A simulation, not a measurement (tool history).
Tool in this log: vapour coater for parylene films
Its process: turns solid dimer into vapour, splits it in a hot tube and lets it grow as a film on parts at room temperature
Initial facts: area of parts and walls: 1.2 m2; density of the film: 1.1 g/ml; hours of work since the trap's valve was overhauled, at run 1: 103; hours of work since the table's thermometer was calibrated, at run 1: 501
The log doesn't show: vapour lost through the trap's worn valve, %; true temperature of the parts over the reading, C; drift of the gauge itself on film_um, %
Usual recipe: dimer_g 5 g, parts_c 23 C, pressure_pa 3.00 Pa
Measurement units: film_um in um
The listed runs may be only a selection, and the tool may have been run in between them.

run   hour  dimer_g  parts_c  pressure_pa  hours of work since the trap's valve was overhauled  hours of work since the table's thermometer was calibrated  film_um
  1    0.0        5       23         3.00                                                  103                                                         501     2.84
  2   19.6        5       23         3.00                                                  113                                                         512     2.85
  3   53.0        2       23         3.00                                                  132                                                         531     1.15
  4   81.5        2       16         3.00                                                  148                                                         546     1.44
  5  125.8        2       16         3.00                                                  172                                                         571     1.46
     129.8  -- table's thermometer calibrated
  6  160.8        5       21         3.00                                                  191                                                          17     3.00
  7  201.9        5       23        10.58                                                  214                                                          40     2.10
  8  226.9        5       23         3.00                                                  227                                                          54     2.67
  9  259.9        2       30         3.00                                                  246                                                          72     0.78
 10  287.4        7       23         6.79                                                  261                                                          87     3.16
 11  322.1        9       24         3.20                                                  280                                                         106     4.53
 12  355.6        9       24         4.28                                                  298                                                         125     4.28
     365.8  -- table's thermometer calibrated, once more
 13  378.2        5       24         2.13                                                  310                                                           7     2.90
 14  410.6        5       24         2.13                                                  328                                                          25     2.84
 15  435.6        5       24         2.13                                                  342                                                          39     2.85
 16  456.2        5       26         3.00                                                  353                                                          50     2.41

For each entry between runs, how does the tool's hidden state at the last listed run before it compare with that at the first listed run after it?
Between runs 5 and 6: table's thermometer calibrated (hour 129.8)
  vapour lost through the trap's worn valve, %: 2.6 -> 2.9; true temperature of the parts over the reading, C: 0.72 -> 1.07
  difference, measured minus the result without the unlogged condition, film_um: -0.04 -> -0.24 um
Between runs 12 and 13: table's thermometer calibrated, once more (hour 365.8)
  vapour lost through the trap's worn valve, %: 4.4 -> 4.5; true temperature of the parts over the reading, C: 1.2 -> -0.02
  difference, measured minus the result without the unlogged condition, film_um: -0.45 -> -0.14 um

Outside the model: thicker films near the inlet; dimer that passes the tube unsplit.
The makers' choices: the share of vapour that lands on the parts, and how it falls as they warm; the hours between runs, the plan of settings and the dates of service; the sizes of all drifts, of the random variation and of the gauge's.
